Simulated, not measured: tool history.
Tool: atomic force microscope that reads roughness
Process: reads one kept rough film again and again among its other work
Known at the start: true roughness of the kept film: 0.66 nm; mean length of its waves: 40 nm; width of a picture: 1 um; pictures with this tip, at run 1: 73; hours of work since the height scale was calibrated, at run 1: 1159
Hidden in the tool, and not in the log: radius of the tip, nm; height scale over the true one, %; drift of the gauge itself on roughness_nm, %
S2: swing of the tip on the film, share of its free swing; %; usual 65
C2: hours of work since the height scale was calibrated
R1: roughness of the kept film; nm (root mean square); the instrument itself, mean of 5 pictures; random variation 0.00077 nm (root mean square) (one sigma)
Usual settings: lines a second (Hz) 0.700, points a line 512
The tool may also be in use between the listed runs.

{"run": 1, "day": 0.0, "lines a second (Hz)": 0.7, "S2": 65, "points a line": 512, "pictures with this tip": 73, "C2": 1159, "R1": 0.63}
{"day": 0.608, "done": "new tip fitted"}
{"run": 2, "day": 1.992, "lines a second (Hz)": 0.7, "S2": 65, "points a line": 512, "pictures with this tip": 56, "C2": 1186, "R1": 0.632}
{"day": 3.138, "done": "new tip fitted"}
{"run": 3, "day": 3.938, "lines a second (Hz)": 0.7, "S2": 65, "points a line": 512, "pictures with this tip": 32, "C2": 1212, "R1": 0.6348}
{"run": 4, "day": 5.029, "lines a second (Hz)": 0.7, "S2": 65, "points a line": 447, "pictures with this tip": 76, "C2": 1227, "R1": 0.6324}
{"day": 5.55, "done": "new tip fitted"}
{"run": 5, "day": 6.533, "lines a second (Hz)": 0.7, "S2": 65, "points a line": 447, "pictures with this tip": 40, "C2": 1247, "R1": 0.6364}
{"day": 7.975, "done": "new tip fitted"}
{"run": 6, "day": 8.954, "lines a second (Hz)": 0.7, "S2": 65, "points a line": 447, "pictures with this tip": 40, "C2": 1279, "R1": 0.6356}
{"day": 10.438, "done": "new tip fitted"}
{"run": 7, "day": 10.988, "lines a second (Hz)": 0.7, "S2": 65, "points a line": 447, "pictures with this tip": 23, "C2": 1307, "R1": 0.6403}
{"day": 12.821, "done": "new tip fitted"}
{"run": 8, "day": 12.988, "lines a second (Hz)": 0.7, "S2": 65, "points a line": 447, "pictures with this tip": 7, "C2": 1333, "R1": 0.6408}
{"day": 15.25, "done": "new tip fitted"}
{"run": 9, "day": 15.25, "lines a second (Hz)": 0.7, "S2": 65, "points a line": 447, "pictures with this tip": 0, "C2": 1364, "R1": 0.6416}
{"run": 10, "day": 17.379, "lines a second (Hz)": 0.7, "S2": 65, "points a line": 447, "pictures with this tip": 87, "C2": 1392, "R1": 0.6302}
{"day": 17.633, "done": "new tip fitted"}
{"run": 11, "day": 19.396, "lines a second (Hz)": 0.7, "S2": 65, "points a line": 512, "pictures with this tip": 72, "C2": 1419, "R1": 0.6315}
{"day": 20.021, "done": "new tip fitted"}
{"run": 12, "day": 21.783, "lines a second (Hz)": 0.7, "S2": 88, "points a line": 512, "pictures with this tip": 72, "C2": 1451, "R1": 0.6061}
{"day": 22.433, "done": "new tip fitted"}
{"run": 13, "day": 23.796, "lines a second (Hz)": 0.7, "S2": 88, "points a line": 512, "pictures with this tip": 56, "C2": 1478, "R1": 0.608}
{"day": 25.004, "done": "new tip fitted"}
{"run": 14, "day": 26.004, "lines a second (Hz)": 0.7, "S2": 88, "points a line": 512, "pictures with this tip": 41, "C2": 1508, "R1": 0.6106}
{"day": 26.225, "done": "height scale calibrated on a step standard"}
{"day": 27.525, "done": "new tip fitted"}
{"run": 15, "day": 28.562, "lines a second (Hz)": 0.7, "S2": 65, "points a line": 512, "pictures with this tip": 42, "C2": 31, "R1": 0.6416}
{"day": 30.083, "done": "new tip fitted"}
{"run": 16, "day": 30.95, "lines a second (Hz)": 0.7, "S2": 65, "points a line": 512, "pictures with this tip": 35, "C2": 63, "R1": 0.6437}
{"day": 32.533, "done": "new tip fitted"}
{"run": 17, "day": 32.658, "lines a second (Hz)": 0.517, "S2": 65, "points a line": 512, "pictures with this tip": 5, "C2": 86, "R1": 0.6501}
{"day": 35.088, "done": "new tip fitted"}
{"run": 18, "day": 35.133, "lines a second (Hz)": 1.931, "S2": 65, "points a line": 512, "pictures with this tip": 2, "C2": 119, "R1": 0.6284}
{"day": 35.4, "done": "height scale calibrated on a step standard, once more"}
{"run": 19, "day": 37.046, "lines a second (Hz)": 0.771, "S2": 63, "points a line": 512, "pictures with this tip": 78, "C2": 22, "R1": 0.625}
{"day": 37.571, "done": "new tip fitted"}
{"run": 20, "day": 38.162, "lines a second (Hz)": 1.296, "S2": 63, "points a line": 614, "pictures with this tip": 24, "C2": 37, "R1": 0.6266}
{"day": 40.146, "done": "new tip fitted"}
{"run": 21, "day": 40.508, "lines a second (Hz)": 1.296, "S2": 78, "points a line": 825, "pictures with this tip": 15, "C2": 69, "R1": 0.6008}
{"run": 22, "day": 41.629, "lines a second (Hz)": 2.304, "S2": 76, "points a line": 847, "pictures with this tip": 60, "C2": 84, "R1": 0.5705}
{"day": 42.562, "done": "new tip fitted"}
{"run": 23, "day": 43.75, "lines a second (Hz)": 2.07, "S2": 57, "points a line": 717, "pictures with this tip": 49, "C2": 112, "R1": 0.6209}
{"run": 24, "day": 44.879, "lines a second (Hz)": 0.7, "S2": 70, "points a line": 374, "pictures with this tip": 95, "C2": 127, "R1": 0.617}
{"day": 45.017, "done": "new tip fitted"}
{"run": 25, "day": 46.279, "lines a second (Hz)": 0.7, "S2": 57, "points a line": 931, "pictures with this tip": 52, "C2": 146, "R1": 0.636}
{"day": 47.479, "done": "new tip fitted"}
{"run": 26, "day": 48.471, "lines a second (Hz)": 0.7, "S2": 64, "points a line": 361, "pictures with this tip": 41, "C2": 175, "R1": 0.629}
{"day": 49.908, "done": "new tip fitted"}
{"run": 27, "day": 50.683, "lines a second (Hz)": 0.657, "S2": 70, "points a line": 512, "pictures with this tip": 32, "C2": 205, "R1": 0.6296}

Forecast run 28:
{"run": 28, "day": 51.996, "lines a second (Hz)": 0.877, "S2": 90, "points a line": 512, "pictures with this tip": 85, "C2": 223, "R1": "?"}

R1: 0.5832 nm (root mean square)
Without the tool's hidden state the same run would have given R1 0.5933 nm (root mean square).
